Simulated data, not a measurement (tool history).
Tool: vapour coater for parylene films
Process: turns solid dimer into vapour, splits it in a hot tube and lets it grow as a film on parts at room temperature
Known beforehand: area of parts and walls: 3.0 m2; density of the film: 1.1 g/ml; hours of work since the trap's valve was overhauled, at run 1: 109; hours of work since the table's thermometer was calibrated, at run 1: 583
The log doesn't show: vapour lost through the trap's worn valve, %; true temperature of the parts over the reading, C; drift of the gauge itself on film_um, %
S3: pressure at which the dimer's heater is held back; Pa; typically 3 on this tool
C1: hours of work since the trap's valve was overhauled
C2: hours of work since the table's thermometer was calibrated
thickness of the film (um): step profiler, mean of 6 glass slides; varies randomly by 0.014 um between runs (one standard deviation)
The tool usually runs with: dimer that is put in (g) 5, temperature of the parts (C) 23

{"run": 1, "hour": 0.0, "dimer that is put in (g)": 5, "temperature of the parts (C)": 23, "S3": 3, "C1": 109, "C2": 583, "thickness of the film (um)": 1.16}
{"run": 2, "hour": 28.1, "dimer that is put in (g)": 5, "temperature of the parts (C)": 25, "S3": 3, "C1": 127, "C2": 601, "thickness of the film (um)": 1.1}
{"run": 3, "hour": 56.4, "dimer that is put in (g)": 5, "temperature of the parts (C)": 25, "S3": 3, "C1": 144, "C2": 618, "thickness of the film (um)": 1.08}
{"run": 4, "hour": 72.4, "dimer that is put in (g)": 3, "temperature of the parts (C)": 23, "S3": 3, "C1": 154, "C2": 628, "thickness of the film (um)": 0.69}
{"run": 5, "hour": 97.7, "dimer that is put in (g)": 5, "temperature of the parts (C)": 23, "S3": 3, "C1": 170, "C2": 644, "thickness of the film (um)": 1.12}
{"run": 6, "hour": 124.2, "dimer that is put in (g)": 5, "temperature of the parts (C)": 23, "S3": 3, "C1": 187, "C2": 661, "thickness of the film (um)": 1.13}
{"run": 7, "hour": 140.9, "dimer that is put in (g)": 4, "temperature of the parts (C)": 23, "S3": 3, "C1": 197, "C2": 671, "thickness of the film (um)": 0.89}
{"run": 8, "hour": 153.2, "dimer that is put in (g)": 4, "temperature of the parts (C)": 23, "S3": 3, "C1": 205, "C2": 679, "thickness of the film (um)": 0.9}
{"run": 9, "hour": 174.7, "dimer that is put in (g)": 5, "temperature of the parts (C)": 23, "S3": 3.3, "C1": 218, "C2": 692, "thickness of the film (um)": 1.1}
{"run": 10, "hour": 200.0, "dimer that is put in (g)": 5, "temperature of the parts (C)": 23, "S3": 3.3, "C1": 234, "C2": 708, "thickness of the film (um)": 1.07}
{"run": 11, "hour": 216.7, "dimer that is put in (g)": 5, "temperature of the parts (C)": 23, "S3": 3.3, "C1": 244, "C2": 719, "thickness of the film (um)": 1.09}
{"run": 12, "hour": 228.2, "dimer that is put in (g)": 5, "temperature of the parts (C)": 23, "S3": 3.3, "C1": 252, "C2": 726, "thickness of the film (um)": 1.1}
{"run": 13, "hour": 251.5, "dimer that is put in (g)": 5, "temperature of the parts (C)": 23, "S3": 2.82, "C1": 266, "C2": 740, "thickness of the film (um)": 1.1}
{"run": 14, "hour": 265.4, "dimer that is put in (g)": 5, "temperature of the parts (C)": 23, "S3": 2.82, "C1": 275, "C2": 749, "thickness of the film (um)": 1.09}
{"run": 15, "hour": 284.2, "dimer that is put in (g)": 5, "temperature of the parts (C)": 23, "S3": 2.82, "C1": 286, "C2": 761, "thickness of the film (um)": 1.11}
{"run": 16, "hour": 298.8, "dimer that is put in (g)": 5, "temperature of the parts (C)": 23, "S3": 2.82, "C1": 296, "C2": 770, "thickness of the film (um)": 1.11}
{"run": 17, "hour": 321.8, "dimer that is put in (g)": 2, "temperature of the parts (C)": 23, "S3": 2.82, "C1": 310, "C2": 784, "thickness of the film (um)": 0.42}
{"run": 18, "hour": 348.4, "dimer that is put in (g)": 2, "temperature of the parts (C)": 23, "S3": 2.82, "C1": 327, "C2": 801, "thickness of the film (um)": 0.42}
{"run": 19, "hour": 373.0, "dimer that is put in (g)": 2, "temperature of the parts (C)": 23, "S3": 3.32, "C1": 342, "C2": 816, "thickness of the film (um)": 0.42}
{"run": 20, "hour": 386.2, "dimer that is put in (g)": 2, "temperature of the parts (C)": 23, "S3": 3.32, "C1": 350, "C2": 824, "thickness of the film (um)": 0.42}
{"run": 21, "hour": 412.5, "dimer that is put in (g)": 2, "temperature of the parts (C)": 23, "S3": 3.32, "C1": 367, "C2": 841, "thickness of the film (um)": 0.42}
{"run": 22, "hour": 440.4, "dimer that is put in (g)": 2, "temperature of the parts (C)": 23, "S3": 2.27, "C1": 384, "C2": 858, "thickness of the film (um)": 0.44}
{"run": 23, "hour": 463.5, "dimer that is put in (g)": 2, "temperature of the parts (C)": 23, "S3": 2.27, "C1": 399, "C2": 873, "thickness of the film (um)": 0.43}
{"hour": 466.5, "done": "table's thermometer calibrated"}
{"run": 24, "hour": 479.3, "dimer that is put in (g)": 6, "temperature of the parts (C)": 20, "S3": 2.11, "C1": 408, "C2": 8, "thickness of the film (um)": 1.36}
{"run": 25, "hour": 505.2, "dimer that is put in (g)": 5, "temperature of the parts (C)": 28, "S3": 11.13, "C1": 424, "C2": 24, "thickness of the film (um)": 0.84}
{"run": 26, "hour": 526.5, "dimer that is put in (g)": 5, "temperature of the parts (C)": 28, "S3": 11.13, "C1": 437, "C2": 38, "thickness of the film (um)": 0.82}
{"run": 27, "hour": 542.1, "dimer that is put in (g)": 6, "temperature of the parts (C)": 20, "S3": 7.27, "C1": 447, "C2": 47, "thickness of the film (um)": 1.2}
{"hour": 562.3, "done": "trap's valve overhauled"}
{"hour": 564.7, "done": "table's thermometer calibrated, once more"}
{"run": 28, "hour": 565.2, "dimer that is put in (g)": 6, "temperature of the parts (C)": 20, "S3": 7.27, "C1": 1, "C2": 0, "thickness of the film (um)": 1.42}
{"run": 29, "hour": 582.4, "dimer that is put in (g)": 8, "temperature of the parts (C)": 29, "S3": 6.53, "C1": 12, "C2": 11, "thickness of the film (um)": 1.57}
{"run": 30, "hour": 603.7, "dimer that is put in (g)": 8, "temperature of the parts (C)": 29, "S3": 6.53, "C1": 25, "C2": 24, "thickness of the film (um)": 1.59}
{"run": 31, "hour": 625.7, "dimer that is put in (g)": 4, "temperature of the parts (C)": 20, "S3": 2.51, "C1": 39, "C2": 38, "thickness of the film (um)": 1.04}
{"run": 32, "hour": 640.5, "dimer that is put in (g)": 2, "temperature of the parts (C)": 24, "S3": 6.15, "C1": 48, "C2": 47, "thickness of the film (um)": 0.46}
{"run": 33, "hour": 652.8, "dimer that is put in (g)": 5, "temperature of the parts (C)": 18, "S3": 4.87, "C1": 56, "C2": 55, "thickness of the film (um)": 1.27}
{"run": 34, "hour": 677.8, "dimer that is put in (g)": 7, "temperature of the parts (C)": 18, "S3": 6.69, "C1": 72, "C2": 71, "thickness of the film (um)": 1.72}
{"run": 35, "hour": 697.4, "dimer that is put in (g)": 5, "temperature of the parts (C)": 25, "S3": 3.49, "C1": 84, "C2": 83, "thickness of the film (um)": 1.12}
{"run": 36, "hour": 713.5, "dimer that is put in (g)": 3, "temperature of the parts (C)": 19, "S3": 3.49, "C1": 94, "C2": 93, "thickness of the film (um)": 0.78}
{"run": 37, "hour": 736.0, "dimer that is put in (g)": 4, "temperature of the parts (C)": 25, "S3": 10, "C1": 108, "C2": 107, "thickness of the film (um)": 0.8}
{"run": 38, "hour": 756.3, "dimer that is put in (g)": 3, "temperature of the parts (C)": 20, "S3": 6.22, "C1": 121, "C2": 120, "thickness of the film (um)": 0.7}
{"run": 39, "hour": 768.3, "dimer that is put in (g)": 2, "temperature of the parts (C)": 16, "S3": 5.83, "C1": 128, "C2": 127, "thickness of the film (um)": 0.51}
{"run": 40, "hour": 790.1, "dimer that is put in (g)": 5, "temperature of the parts (C)": 16, "S3": 2.74, "C1": 142, "C2": 141, "thickness of the film (um)": 1.33}
{"run": 41, "hour": 809.0, "dimer that is put in (g)": 3, "temperature of the parts (C)": 18, "S3": 2.74, "C1": 153, "C2": 153, "thickness of the film (um)": 0.75}
{"run": 42, "hour": 826.7, "dimer that is put in (g)": 3, "temperature of the parts (C)": 20, "S3": 2.53, "C1": 165, "C2": 164, "thickness of the film (um)": 0.76}
{"run": 43, "hour": 843.1, "dimer that is put in (g)": 5, "temperature of the parts (C)": 16, "S3": 9.67, "C1": 175, "C2": 174, "thickness of the film (um)": 1.22}
{"run": 44, "hour": 871.1, "dimer that is put in (g)": 5, "temperature of the parts (C)": 17, "S3": 11.49, "C1": 192, "C2": 191, "thickness of the film (um)": 1.15}
{"run": 45, "hour": 894.9, "dimer that is put in (g)": 7, "temperature of the parts (C)": 20, "S3": 5.04, "C1": 207, "C2": 206, "thickness of the film (um)": 1.6}
{"run": 46, "hour": 914.8, "dimer that is put in (g)": 2, "temperature of the parts (C)": 33, "S3": 7.54, "C1": 220, "C2": 219, "thickness of the film (um)": 0.33}

Table of differences, measured result less the result of that run with no hidden state. Run-to-run variation is the same in both. Gauge scatter possibly is not:
run=1 thickness_of_the_film_(um)=-0.05
run=2 thickness_of_the_film_(um)=-0.06
run=3 thickness_of_the_film_(um)=-0.07
run=4 thickness_of_the_film_(um)=-0.04
run=5 thickness_of_the_film_(um)=-0.08
run=6 thickness_of_the_film_(um)=-0.08
run=7 thickness_of_the_film_(um)=-0.07
run=8 thickness_of_the_film_(um)=-0.07
run=9 thickness_of_the_film_(um)=-0.1
run=10 thickness_of_the_film_(um)=-0.1
run=11 thickness_of_the_film_(um)=-0.1
run=12 thickness_of_the_film_(um)=-0.11
run=13 thickness_of_the_film_(um)=-0.11
run=14 thickness_of_the_film_(um)=-0.12
run=15 thickness_of_the_film_(um)=-0.12
run=16 thickness_of_the_film_(um)=-0.12
run=17 thickness_of_the_film_(um)=-0.06
run=18 thickness_of_the_film_(um)=-0.05
run=19 thickness_of_the_film_(um)=-0.06
run=20 thickness_of_the_film_(um)=-0.05
run=21 thickness_of_the_film_(um)=-0.06
run=22 thickness_of_the_film_(um)=-0.07
run=23 thickness_of_the_film_(um)=-0.06
run=24 thickness_of_the_film_(um)=-0.22
run=25 thickness_of_the_film_(um)=-0.14
run=26 thickness_of_the_film_(um)=-0.14
run=27 thickness_of_the_film_(um)=-0.22
run=28 thickness_of_the_film_(um)=+0
run=29 thickness_of_the_film_(um)=-0.01
run=30 thickness_of_the_film_(um)=-0.01
run=31 thickness_of_the_film_(um)=-0.01
run=32 thickness_of_the_film_(um)=-0.01
run=33 thickness_of_the_film_(um)=-0.03
run=34 thickness_of_the_film_(um)=-0.04
run=35 thickness_of_the_film_(um)=-0.03
run=36 thickness_of_the_film_(um)=-0.02
run=37 thickness_of_the_film_(um)=-0.03
run=38 thickness_of_the_film_(um)=-0.03
run=39 thickness_of_the_film_(um)=-0.02
run=40 thickness_of_the_film_(um)=-0.06
run=41 thickness_of_the_film_(um)=-0.04
run=42 thickness_of_the_film_(um)=-0.04
run=43 thickness_of_the_film_(um)=-0.07
run=44 thickness_of_the_film_(um)=-0.07
run=45 thickness_of_the_film_(um)=-0.1
run=46 thickness_of_the_film_(um)=-0.02
